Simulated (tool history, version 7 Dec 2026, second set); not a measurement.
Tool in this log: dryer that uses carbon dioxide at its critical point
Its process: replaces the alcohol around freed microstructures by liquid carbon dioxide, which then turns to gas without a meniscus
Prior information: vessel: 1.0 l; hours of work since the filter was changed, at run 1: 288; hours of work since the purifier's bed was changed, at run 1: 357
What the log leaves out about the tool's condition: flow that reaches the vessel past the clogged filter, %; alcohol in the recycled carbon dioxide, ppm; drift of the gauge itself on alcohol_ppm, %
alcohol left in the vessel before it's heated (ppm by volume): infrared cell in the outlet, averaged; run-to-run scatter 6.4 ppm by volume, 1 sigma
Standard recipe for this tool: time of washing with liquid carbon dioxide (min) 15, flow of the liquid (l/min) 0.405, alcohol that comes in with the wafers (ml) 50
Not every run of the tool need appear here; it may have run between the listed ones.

run    hour  time of washing with liquid carbon dioxide (min)  flow of the liquid (l/min)  alcohol that comes in with the wafers (ml)  hours of work since the filter was changed  hours of work since the purifier's bed was changed  alcohol left in the vessel before it's heated (ppm by volume)
  1       0                                                15                       0.405                                          50                                         288                                                 357                                                            357
  2      39                                                15                       0.405                                          50                                         318                                                 387                                                            372
  3    67.9                                                15                       0.405                                          66                                         340                                                 409                                                            463
  4    91.6                                                15                       0.405                                          66                                         358                                                 427                                                            494
  5   112.7                                                15                       0.405                                          66                                         375                                                 444                                                            492
  6   142.9                                                15                       0.362                                          50                                         398                                                 467                                                            630
  7   170.5                                                15                       0.405                                          50                                         419                                                 488                                                            410
  8   201.4                                                15                       0.405                                          50                                         443                                                 512                                                            417
  9   229.4                                                15                       0.405                                          50                                         464                                                 533                                                            410
 10   258.4                                                15                       0.405                                          50                                         487                                                 556                                                            419
      276.4  -- inlet filter changed
 11   302.4                                                15                       0.405                                          50                                          20                                                 589                                                            306
 12   340.3                                                15                       0.405                                          60                                          49                                                 618                                                            362
 13   376.5                                                13                       0.405                                          60                                          77                                                 646                                                            713
 14   404.1                                                15                       0.405                                          81                                          98                                                 667                                                            500
 15   435.1                                                15                       0.405                                          50                                         122                                                 691                                                            339
      464.1  -- purifier's bed changed
 16     470                                                15                       0.298                                          50                                         147                                                   5                                                           1154
 17   510.1                                                15                       0.298                                          50                                         178                                                  35                                                           1177
 18   532.7                                                15                       0.405                                          50                                         195                                                  53                                                            319
 19   576.1                                                15                       0.405                                          50                                         229                                                  86                                                            332
 20   598.1                                                15                       0.405                                          20                                         246                                                 103                                                            140
 21   629.2                                                 9                       0.405                                          20                                         270                                                 127                                                            988
 22   656.4                                                 9                       0.405                                          20                                         291                                                 148                                                            986
 23   690.6                                                23                       0.405                                          50                                         317                                                 175                                                             37
 24   715.8                                                23                       0.405                                          50                                         336                                                 194                                                             46
 25   749.5                                                13                       0.631                                          80                                         362                                                 220                                                            123
 26   772.1                                                11                       0.271                                          56                                         380                                                 237                                                           4913
 27   792.6                                                11                       0.271                                          56                                         396                                                 253                                                           5089
 28     841                                                13                       0.475                                          63                                         433                                                 291                                                            445
 29   878.3                                                15                       0.305                                          35                                         462                                                 319                                                            885
 30   904.7                                                22                       0.527                                          35                                         482                                                 340                                                             23
      930.6  -- inlet filter changed
 31   945.7                                                17                       0.405                                          35                                          12                                                 370                                                            120
 32   966.4                                                18                       0.411                                          32                                          28                                                 386                                                             84
 33   996.7                                                18                       0.411                                          32                                          51                                                 410                                                             94
 34    1030                                                18                       0.401                                         117                                          77                                                 435                                                            269
 35  1066.7                                                12                       0.401                                         117                                         105                                                 464                                                           1979
 36  1103.5                                                12                       0.401                                         117                                         133                                                 492                                                           2070
 37    1134                                                 9                       0.414                                          50                                         157                                                 516                                                           2209
 38  1157.6                                                 9                       0.414                                          50                                         175                                                 534                                                           2251
 39  1187.7                                                 9                       0.414                                          50                                         198                                                 557                                                           2253
 40    1228                                                 9                       0.597                                          53                                         229                                                 588                                                            668
 41  1265.1                                                13                       0.597                                          27                                         258                                                 617                                                             93
 42  1311.5                                                15                       0.408                                          27                                         294                                                 652                                                            226
 43  1351.5                                                16                       0.569                                          37                                         324                                                 683                                                             76
 44  1385.7                                                16                       0.569                                          37                                         351                                                 710                                                             66
     1392.1  -- purifier's bed changed
 45  1410.2                                                21                       0.635                                          96                                         367                                                  14                                                             17
 46  1445.6                                                15                       0.387                                          62                                         395                                                  41                                                            579

Each row is a separate what-if for the run after 46, all from the same tool condition, not one after another. Results?
  A  1472.7                                                14                       0.253                                          62                                         416                                                  62                                                              ?
  B  1472.7                                                10                       0.405                                          96                                         416                                                  62                                                              ?
  C  1472.7                                                15                       0.405                                          71                                         416                                                  62                                                              ?

run  alcohol left in the vessel before it's heated (ppm by volume)
  A                                                           3479
  B                                                           3598
  C                                                            530
With the hidden condition removed and each run's random variation left untouched, the same runs would have given:
run  alcohol left in the vessel before it's heated (ppm by volume)
  A                                                           2831
  B                                                           2845
  C                                                            370
